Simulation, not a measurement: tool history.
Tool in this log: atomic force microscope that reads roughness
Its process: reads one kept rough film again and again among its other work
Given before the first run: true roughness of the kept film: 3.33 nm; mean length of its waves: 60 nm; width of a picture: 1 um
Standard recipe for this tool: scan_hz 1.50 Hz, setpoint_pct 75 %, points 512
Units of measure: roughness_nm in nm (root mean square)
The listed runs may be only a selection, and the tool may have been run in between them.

Run 1, hour 0.0: usual settings. Result: roughness_nm 2.778 nm (root mean square).
Run 2, hour 11.8: usual settings but points 718. Result: roughness_nm 2.757 nm (root mean square).
Run 3, hour 19.3: usual settings but scan_hz 0.60 Hz, points 718. Result: roughness_nm 2.891 nm (root mean square).
Run 4, hour 28.3: usual settings but scan_hz 0.60 Hz, points 718. Result: roughness_nm 2.875 nm (root mean square).
Run 5, hour 36.8: usual settings but scan_hz 0.60 Hz, points 718. Result: roughness_nm 2.864 nm (root mean square).
Run 6, hour 48.7: usual settings but points 332. Result: roughness_nm 2.718 nm (root mean square).
At hour 56.4: new tip fitted.
Run 7, hour 59.3: usual settings but points 332. Result: roughness_nm 2.923 nm (root mean square).
At hour 61.0: height scale calibrated on a step standard.
Run 8, hour 67.5: usual settings but scan_hz 0.73 Hz, setpoint_pct 67 %, points 385. Result: roughness_nm 3.079 nm (root mean square).
Run 9, hour 74.0: usual settings but scan_hz 0.91 Hz, setpoint_pct 64 %, points 298. Result: roughness_nm 3.098 nm (root mean square).
Run 10, hour 80.4: usual settings but points 524. Result: roughness_nm 2.900 nm (root mean square).
Run 11, hour 88.6: usual settings but points 524. Result: roughness_nm 2.899 nm (root mean square).

Each row is a separate what-if for the run after 11, all from the same tool condition, not one after another. Results?
Run A, hour 97.1: usual settings but setpoint_pct 81 %. Result: roughness_nm ?.
Run B, hour 97.1: usual settings but scan_hz 2.90 Hz, setpoint_pct 70 %. Result: roughness_nm ?.
Run C, hour 97.1: usual settings but setpoint_pct 67 %. Result: roughness_nm ?.
Run D, hour 97.1: usual settings but points 959. Result: roughness_nm ?.
Run E, hour 97.1: usual settings but scan_hz 0.60 Hz, setpoint_pct 71 %, points 586. Result: roughness_nm ?.

run  roughness_nm
  A         2.804
  B         2.775
  C         2.958
  D         2.880
  E         3.031
Stripped of hidden state, with their random variation kept, the same runs would have yielded:
run  roughness_nm
  A         2.878
  B         2.849
  C         3.036
  D         2.956
  E         3.111
